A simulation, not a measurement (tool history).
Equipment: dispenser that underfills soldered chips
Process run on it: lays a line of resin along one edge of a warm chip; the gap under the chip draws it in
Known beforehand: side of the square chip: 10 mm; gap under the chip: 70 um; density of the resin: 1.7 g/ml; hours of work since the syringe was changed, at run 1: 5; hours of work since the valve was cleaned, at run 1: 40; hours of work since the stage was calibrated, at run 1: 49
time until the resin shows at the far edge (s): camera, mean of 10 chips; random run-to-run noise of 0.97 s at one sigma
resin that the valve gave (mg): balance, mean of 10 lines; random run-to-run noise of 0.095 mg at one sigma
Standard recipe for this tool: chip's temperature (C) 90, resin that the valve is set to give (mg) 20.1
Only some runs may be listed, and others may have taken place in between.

| run | hour | chip's temperature (C) | resin that the valve is set to give (mg) | hours of work since the syringe was changed | hours of work since the valve was cleaned | hours of work since the stage was calibrated | time until the resin shows at the far edge (s) | resin that the valve gave (mg) |
|---|---|---|---|---|---|---|---|---|
| 1 | 0 | 90 | 20.1 | 5 | 40 | 49 | 147.8 | 19.44 |
|  | 5.5 | new syringe of resin |
| 2 | 6.6 | 90 | 20.1 | 1 | 45 | 54 | 99.7 | 19.32 |
| 3 | 11.8 | 90 | 20.1 | 5 | 49 | 58 | 139.1 | 19.29 |
|  | 17.4 | new syringe of resin |
| 4 | 19.7 | 90 | 20.1 | 2 | 55 | 63 | 104.9 | 19.02 |
| 5 | 25.7 | 90 | 20.1 | 6 | 60 | 68 | 158.8 | 19.03 |
|  | 29.7 | new syringe of resin |
| 6 | 34.5 | 90 | 20.1 | 4 | 66 | 74 | 124.3 | 19.04 |
| 7 | 41.1 | 93 | 20.1 | 9 | 71 | 79 | 176.2 | 18.8 |
|  | 42.4 | new syringe of resin |
| 8 | 51.2 | 93 | 20.1 | 7 | 78 | 87 | 149.1 | 18.64 |
|  | 55 | new syringe of resin |
| 9 | 60.1 | 93 | 20.1 | 4 | 85 | 93 | 112.9 | 18.55 |
|  | 67.4 | new syringe of resin |
| 10 | 70.6 | 99 | 20.1 | 2 | 93 | 101 | 78.2 | 18.55 |
| 11 | 77.1 | 80 | 20.1 | 7 | 98 | 106 | 270.7 | 18.33 |
|  | 79.6 | new syringe of resin |
| 12 | 89.3 | 90 | 26 | 7 | 107 | 115 | 174.4 | 23.36 |
|  | 92.5 | new syringe of resin |
| 13 | 101 | 90 | 26 | 6 | 115 | 124 | 160.4 | 23.3 |
|  | 105.2 | new syringe of resin |
| 14 | 109.8 | 90 | 26 | 3 | 122 | 130 | 121.9 | 23.31 |
|  | 117.2 | new syringe of resin |
| 15 | 120.9 | 90 | 26 | 3 | 130 | 138 | 114.4 | 22.99 |
| 16 | 126.9 | 90 | 24.5 | 7 | 135 | 143 | 172.4 | 21.61 |
|  | 129.7 | new syringe of resin |
| 17 | 136.2 | 90 | 24.5 | 5 | 141 | 150 | 135.6 | 21.29 |
|  | 142.3 | new syringe of resin |
|  | 145.6 | dispensing valve cleaned and set on the balance |
| 18 | 149 | 90 | 24.5 | 4 | 3 | 159 | 130.3 | 24.41 |
|  | 155.7 | new syringe of resin |
| 19 | 160 | 90 | 24.5 | 3 | 11 | 167 | 120.6 | 24.38 |
|  | 168.3 | new syringe of resin |
| 20 | 168.7 | 86 | 18.3 | 0 | 17 | 173 | 110.4 | 17.97 |
| 21 | 175.5 | 105 | 23.4 | 5 | 22 | 178 | 81.2 | 23 |
|  | 180.8 | new syringe of resin |
| 22 | 183.5 | 101 | 17.3 | 2 | 28 | 184 | 73.8 | 16.95 |
|  | 192.7 | new syringe of resin |
| 23 | 196.3 | 101 | 17.7 | 3 | 38 | 194 | 75.9 | 17.14 |
| 24 | 201.6 | 101 | 17.7 | 7 | 42 | 198 | 109.6 | 17.13 |
|  | 205.3 | new syringe of resin |
| 25 | 208.6 | 84 | 19.7 | 2 | 47 | 203 | 146.8 | 18.81 |
| 26 | 216.4 | 84 | 19.7 | 8 | 53 | 209 | 241 | 18.59 |
|  | 217.9 | new syringe of resin |
| 27 | 224.3 | 84 | 19.7 | 5 | 58 | 214 | 179.2 | 18.63 |
|  | 230.1 | new syringe of resin |
| 28 | 235.3 | 90 | 19.3 | 4 | 67 | 222 | 127.8 | 18.08 |
|  | 242.3 | new syringe of resin |
| 29 | 243.7 | 83 | 19.2 | 1 | 73 | 229 | 130 | 17.71 |
| 30 | 250.5 | 86 | 23.8 | 6 | 78 | 234 | 179.8 | 22.12 |
|  | 254.3 | new syringe of resin |
| 31 | 259.2 | 101 | 18.2 | 4 | 84 | 240 | 84.2 | 16.85 |
|  | 266.3 | new syringe of resin |
| 32 | 266.3 | 83 | 18.5 | 0 | 89 | 245 | 124.5 | 16.94 |
| 33 | 274 | 83 | 18.2 | 6 | 95 | 251 | 210.7 | 16.68 |
|  | 278.8 | new syringe of resin |
| 34 | 282 | 91 | 17.2 | 2 | 101 | 257 | 110.8 | 15.66 |
|  | 291.3 | new syringe of resin |
| 35 | 292 | 103 | 21.4 | 1 | 108 | 264 | 56.2 | 19.23 |

Below are 4 alternative next runs, each starting from the tool's condition after run 35. Predict each:
| A | 299.7 | 103 | 25.4 | 6 | 114 | 270 | ? | ? |
| B | 299.7 | 90 | 18.2 | 6 | 114 | 270 | ? | ? |
| C | 299.7 | 80 | 23.6 | 6 | 114 | 270 | ? | ? |
| D | 299.7 | 99 | 24.6 | 6 | 114 | 270 | ? | ? |

| run | time until the resin shows at the far edge (s) | resin that the valve gave (mg) |
|---|---|---|
| A | 93.9 | 22.62 |
| B | 159.1 | 16.19 |
| C | 232.6 | 21.18 |
| D | 109 | 21.92 |
What these runs would have given with no unlogged condition in the tool:
| run | time until the resin shows at the far edge (s) | resin that the valve gave (mg) |
|---|---|---|
| A | 55.4 | 25.27 |
| B | 92.1 | 18.09 |
| C | 137.4 | 23.65 |
| D | 64.1 | 24.48 |
